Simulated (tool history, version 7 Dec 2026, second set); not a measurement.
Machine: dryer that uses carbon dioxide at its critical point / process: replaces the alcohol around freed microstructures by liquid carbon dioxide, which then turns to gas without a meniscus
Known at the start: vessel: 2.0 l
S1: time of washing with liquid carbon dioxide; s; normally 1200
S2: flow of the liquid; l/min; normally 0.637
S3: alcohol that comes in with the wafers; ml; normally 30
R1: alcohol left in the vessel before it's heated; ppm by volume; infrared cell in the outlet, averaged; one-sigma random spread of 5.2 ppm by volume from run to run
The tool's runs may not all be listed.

run,hour,S1,S2,S3,R1
1,0.0,1200,0.637,30,163
2,21.6,1200,0.637,30,156
3,40.3,1200,0.637,88,425
4,61.3,1200,0.637,30,157
5,72.6,1200,0.637,30,166
6,88.6,1200,0.637,30,172
7,112.0,1200,0.637,30,175
# hour 116.6: inlet filter changed
8,124.9,1200,0.637,30,145
9,134.7,1200,0.637,30,138
10,148.8,1200,0.637,77,298
11,165.2,1200,0.637,77,310
12,181.9,1200,0.637,77,309
13,191.6,1200,0.637,77,315
14,209.4,1320,1.016,77,56
15,219.3,1320,0.714,77,138
16,231.4,1320,0.714,77,137
17,244.7,1320,0.714,77,144
18,261.4,1200,0.637,20,129
19,282.7,1800,0.637,60,81
20,300.3,1380,0.457,67,689
21,320.0,1380,0.457,67,701
22,335.3,1380,0.457,67,689
23,352.0,780,0.726,37,554
24,362.3,780,0.726,37,561
25,378.2,1020,0.693,49,341
26,401.3,1020,0.693,40,282

Branching from run 26: 3 alternative next runs. What would each branch give?
A,418.9,1020,0.977,40,?
B,418.9,1200,0.869,44,?
C,418.9,1020,0.416,26,?

run,R1
A,98
B,97
C,988
With the hidden condition removed and each run's random variation left untouched, the same runs would have given:
run,R1
A,34
B,33
C,838
